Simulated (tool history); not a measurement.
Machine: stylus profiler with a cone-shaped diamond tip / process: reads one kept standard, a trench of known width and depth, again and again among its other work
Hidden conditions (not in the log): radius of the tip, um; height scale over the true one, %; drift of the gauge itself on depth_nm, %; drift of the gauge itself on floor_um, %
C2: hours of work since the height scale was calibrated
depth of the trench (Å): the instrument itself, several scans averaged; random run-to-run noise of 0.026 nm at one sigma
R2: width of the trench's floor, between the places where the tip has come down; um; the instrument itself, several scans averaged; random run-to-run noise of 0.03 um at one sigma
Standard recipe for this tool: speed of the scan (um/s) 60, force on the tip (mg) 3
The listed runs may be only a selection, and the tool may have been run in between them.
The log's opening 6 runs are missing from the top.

run 7 hour=223.9 | speed_of_the_scan_(um/s)=130 force_on_the_tip_(mg)=3 | scans_with_this_tip=2819 C2=201 | depth_of_the_trench_(Å)=1009.8 R2=27.98
run 8 hour=289.5 | speed_of_the_scan_(um/s)=27 force_on_the_tip_(mg)=3 | scans_with_this_tip=3289 C2=234 | depth_of_the_trench_(Å)=1009.8 R2=28.4
run 9 hour=338.6 | speed_of_the_scan_(um/s)=27 force_on_the_tip_(mg)=3 | scans_with_this_tip=3641 C2=259 | depth_of_the_trench_(Å)=1009.9 R2=28.32
run 10 hour=377.4 | speed_of_the_scan_(um/s)=46 force_on_the_tip_(mg)=3 | scans_with_this_tip=3920 C2=279 | depth_of_the_trench_(Å)=1009.3 R2=28.3
run 11 hour=436.4 | speed_of_the_scan_(um/s)=22 force_on_the_tip_(mg)=3 | scans_with_this_tip=4344 C2=309 | depth_of_the_trench_(Å)=1009.4 R2=28.4
run 12 hour=499.4 | speed_of_the_scan_(um/s)=22 force_on_the_tip_(mg)=3 | scans_with_this_tip=4796 C2=341 | depth_of_the_trench_(Å)=1009.2 R2=28.38
run 13 hour=545.9 | speed_of_the_scan_(um/s)=60 force_on_the_tip_(mg)=1.85 | scans_with_this_tip=5129 C2=365 | depth_of_the_trench_(Å)=1006 R2=28.1
run 14 hour=591.7 | speed_of_the_scan_(um/s)=60 force_on_the_tip_(mg)=1.85 | scans_with_this_tip=5458 C2=389 | depth_of_the_trench_(Å)=1006.2 R2=28.12
run 15 hour=631.3 | speed_of_the_scan_(um/s)=60 force_on_the_tip_(mg)=3 | scans_with_this_tip=5742 C2=409 | depth_of_the_trench_(Å)=1008.9 R2=28.19
run 16 hour=674.7 | speed_of_the_scan_(um/s)=60 force_on_the_tip_(mg)=3 | scans_with_this_tip=6054 C2=431 | depth_of_the_trench_(Å)=1009.5 R2=28.17
run 17 hour=714.6 | speed_of_the_scan_(um/s)=60 force_on_the_tip_(mg)=3.71 | scans_with_this_tip=6340 C2=451 | depth_of_the_trench_(Å)=1010.5 R2=28.2
run 18 hour=761.5 | speed_of_the_scan_(um/s)=60 force_on_the_tip_(mg)=3.71 | scans_with_this_tip=6677 C2=475 | depth_of_the_trench_(Å)=1010.4 R2=28.16
run 19 hour=820.8 | speed_of_the_scan_(um/s)=60 force_on_the_tip_(mg)=3.71 | scans_with_this_tip=7102 C2=506 | depth_of_the_trench_(Å)=1011.1 R2=28.17
run 20 hour=869.6 | speed_of_the_scan_(um/s)=163 force_on_the_tip_(mg)=3 | scans_with_this_tip=7453 C2=531 | depth_of_the_trench_(Å)=1008.8 R2=27.68
run 21 hour=929.1 | speed_of_the_scan_(um/s)=163 force_on_the_tip_(mg)=3 | scans_with_this_tip=7880 C2=561 | depth_of_the_trench_(Å)=1009.1 R2=27.68
run 22 hour=963.3 | speed_of_the_scan_(um/s)=163 force_on_the_tip_(mg)=3 | scans_with_this_tip=8125 C2=578 | depth_of_the_trench_(Å)=1008.8 R2=27.67
run 23 hour=1019.5 | speed_of_the_scan_(um/s)=171 force_on_the_tip_(mg)=3 | scans_with_this_tip=8529 C2=607 | depth_of_the_trench_(Å)=1008.5 R2=27.63
run 24 hour=1073.7 | speed_of_the_scan_(um/s)=25 force_on_the_tip_(mg)=1.55 | scans_with_this_tip=8918 C2=635 | depth_of_the_trench_(Å)=1004.6 R2=28.19
run 25 hour=1138.5 | speed_of_the_scan_(um/s)=45 force_on_the_tip_(mg)=6.64 | scans_with_this_tip=9383 C2=668 | depth_of_the_trench_(Å)=1015.4 R2=28.21

The next listed run, before its measurement:
run 26 hour=1168 | speed_of_the_scan_(um/s)=107 force_on_the_tip_(mg)=6.4 | scans_with_this_tip=9595 C2=683 | depth_of_the_trench_(Å)=? R2=?

For run 26 the tool returned depth of the trench (Å) 1015.1, R2 27.98 um.
Take away the tool's hidden state, keep the run-to-run variation as it was, and the same run would have given depth of the trench (Å) 1016.8, R2 28.25 um.
